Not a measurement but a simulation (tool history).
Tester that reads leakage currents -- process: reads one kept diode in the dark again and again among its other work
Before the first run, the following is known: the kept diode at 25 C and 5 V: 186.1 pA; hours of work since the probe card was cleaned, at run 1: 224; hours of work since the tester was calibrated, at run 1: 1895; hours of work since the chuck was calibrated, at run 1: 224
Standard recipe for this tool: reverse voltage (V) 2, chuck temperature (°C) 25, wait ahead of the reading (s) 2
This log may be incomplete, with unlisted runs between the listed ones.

run,hour,reverse voltage (V),chuck temperature (°C),wait ahead of the reading (s),hours of work since the probe card was cleaned,hours of work since the tester was calibrated,hours of work since the chuck was calibrated,current that the tester gives (pA)
1,0,2,25,2,224,1895,224,134.41
2,109.5,2,25,2,274,1945,274,133.99
3,204.7,2,25,2,317,1988,317,135.51
# hour 279.8: tester calibrated
4,318.1,2,25,2,368,17,368,130.98
5,478.6,1.9,25,2,441,90,441,129.28
6,627.1,1.9,25,2,508,158,508,129.83
7,785.6,1.9,25,2,580,230,580,130.06
8,930.1,2,25,1.03,646,296,646,133.95
9,1067.7,2,25,2,709,358,709,133.45
10,1169.2,2,25,2,755,404,755,133.8
11,1245.2,2,25,2,789,439,789,134.12
12,1414.4,2,25,2,866,516,866,134.65
13,1582,2,25,0.69,942,592,942,135.1
14,1751.7,2,25,2,1020,669,1020,136.1
15,1832.4,2,25,2,1056,706,1056,135.94
16,1964,2,25,2,1116,765,1116,136.48
# hour 2117: probe card cleaned and baked
17,2117,2,25,4.83,0,834,1184,133.77
18,2202.3,2,25,4.83,39,872,1223,135.14
19,2301.2,2,25,4.83,84,917,1268,135.04
20,2371.4,2,25,0.41,116,949,1300,135.7
21,2538.5,9.84,30,7.35,192,1025,1376,359.93
# hour 2555.8: chuck's temperature calibrated
22,2666.8,4.09,21,2,249,1082,50,134.77
23,2750.4,15.46,46,2,287,1120,88,1268.57
24,2862.2,15.46,24,2,338,1171,139,286.22
25,2932.6,2,27,4.29,370,1203,171,160.19
26,3087.9,2,22,1.23,440,1274,242,110.89
# hour 3118.1: chuck's temperature calibrated, once more
27,3256,4.11,30,0.96,516,1349,63,251.56
28,3422.1,3.34,25,2.28,591,1425,138,161.97
29,3556.7,3.34,25,2.28,652,1486,199,162.92
30,3626,5.51,24,9.16,684,1517,231,184.99
31,3764,1.57,34,0.79,747,1580,293,231.29
32,3907.2,7.26,28,0.36,812,1645,359,278.56
33,3993.1,7.26,28,0.36,851,1684,398,279.31
34,4085.6,7.26,28,0.36,893,1726,440,281.06
35,4243.4,9.11,25,8.43,964,1798,511,247.7
36,4321.3,2,54,2.33,1000,1833,547,934.97
37,4401.5,14.02,44,2.33,1036,1870,583,1061.51
38,4544.2,13.19,25,5.2,1101,1935,648,293.53
39,4633.3,13.19,25,5.2,1142,1975,689,293.24

Below, some changes in current that the tester gives (pA) between adjacent runs. For each, the amount present without the hidden state too (settings, incoming material, random variation) and the amount remaining for the hidden state with gauge scatter not shared by both compared results:
Hidden state at play: stray current of the dirty probe card, pA a volt; current scale over the true one, %; true chuck temperature over the reading, C; drift of the gauge itself on leakage_pa, %.
Run 22 -> 23: reverse voltage (V) 4.09 -> 15.46, chuck temperature (°C) 21 -> 46. current that the tester gives (pA) +1133.8: hidden state +47.13, all else +1086.67.
Run 23 -> 24: chuck temperature (°C) 46 -> 24. current that the tester gives (pA) -982.35: hidden state -35.69, all else -946.66.
Run 36 -> 37: reverse voltage (V) 2 -> 14.02, chuck temperature (°C) 54 -> 44. current that the tester gives (pA) +126.54: hidden state +17.16, all else +109.38.
Run 37 -> 38: reverse voltage (V) 14.02 -> 13.19, chuck temperature (°C) 44 -> 25, wait ahead of the reading (s) 2.33 -> 5.2. current that the tester gives (pA) -767.98: hidden state -15, all else -752.98.

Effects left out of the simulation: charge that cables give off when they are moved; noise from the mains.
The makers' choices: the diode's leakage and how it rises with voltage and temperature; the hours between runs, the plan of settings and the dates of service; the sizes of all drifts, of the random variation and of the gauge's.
